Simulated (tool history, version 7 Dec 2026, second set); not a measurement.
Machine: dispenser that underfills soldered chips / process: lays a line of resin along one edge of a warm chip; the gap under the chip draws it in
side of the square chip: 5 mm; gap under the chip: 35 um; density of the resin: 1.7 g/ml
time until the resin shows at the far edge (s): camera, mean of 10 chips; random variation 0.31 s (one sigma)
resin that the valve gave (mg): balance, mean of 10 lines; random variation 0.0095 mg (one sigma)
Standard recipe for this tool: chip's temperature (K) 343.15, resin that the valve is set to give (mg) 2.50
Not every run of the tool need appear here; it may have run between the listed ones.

run,hour,chip's temperature (K),resin that the valve is set to give (mg),time until the resin shows at the far edge (s),resin that the valve gave (mg)
1,0.0,343.15,2.50,11.0,2.445
# hour 5.6: new syringe of resin
2,5.6,343.15,2.50,9.7,2.426
# hour 13.7: new syringe of resin
3,15.1,343.15,2.50,9.7,2.399
4,20.8,331.15,2.50,18.1,2.411
# hour 21.7: new syringe of resin
# hour 26.7: dispensing valve cleaned and set on the balance
# hour 31.0: new syringe of resin
5,31.0,331.15,2.50,14.7,2.488
6,36.8,343.15,2.93,11.3,2.920
# hour 39.2: new syringe of resin
7,42.7,343.15,2.93,10.0,2.902
# hour 47.3: new syringe of resin
8,49.5,336.15,2.50,12.8,2.464
# hour 55.6: new syringe of resin
9,58.8,336.15,2.50,13.5,2.491
# hour 63.8: new syringe of resin
10,64.8,336.15,2.50,13.1,2.464
11,69.5,336.15,2.50,14.9,2.455
# hour 72.1: new syringe of resin
12,78.0,350.15,2.50,8.9,2.428
# hour 80.9: new syringe of resin
13,82.6,350.15,2.50,7.7,2.433
# hour 89.1: new syringe of resin
14,90.3,356.15,2.71,6.2,2.626
# hour 97.5: new syringe of resin
15,97.7,356.15,2.71,6.0,2.630
# hour 106.2: new syringe of resin
# hour 107.2: dispensing valve cleaned and set on the balance
16,107.6,356.15,2.71,5.9,2.721
# hour 115.4: new syringe of resin
17,115.7,356.15,2.71,5.9,2.696
18,121.8,348.15,2.39,9.6,2.377
# hour 123.7: new syringe of resin
19,129.0,329.15,3.11,18.8,3.076
# hour 132.2: new syringe of resin
20,135.6,329.15,3.11,17.4,3.058
# hour 140.5: new syringe of resin
21,140.6,335.15,2.15,13.2,2.112

Hidden state or all else? Some run-to-run changes of time until the resin shows at the far edge (s), split into what the settings, what came in and random variation would give without the hidden state, and what is left for the hidden state (with any gauge scatter that isn't in both results):
Hidden state at play: resin's viscosity, % of fresh resin's; dose that the valve gives, % of what is set; true chip temperature over the reading, C; drift of the gauge itself on fill_s, %; drift of the gauge itself on given_mg, %.
Run 3 -> 4: chip's temperature (K) 343.15 -> 331.15. time until the resin shows at the far edge (s) +8.4: hidden state +3.4, all else +5.0.
Run 4 -> 5: new syringe of resin, dispensing valve cleaned and set on the balance, new syringe of resin. time until the resin shows at the far edge (s) -3.4: hidden state -3.6, all else +0.2.
Run 18 -> 19: chip's temperature (K) 348.15 -> 329.15, resin that the valve is set to give (mg) 2.39 -> 3.11, new syringe of resin. time until the resin shows at the far edge (s) +9.2: hidden state +1.6, all else +7.6.
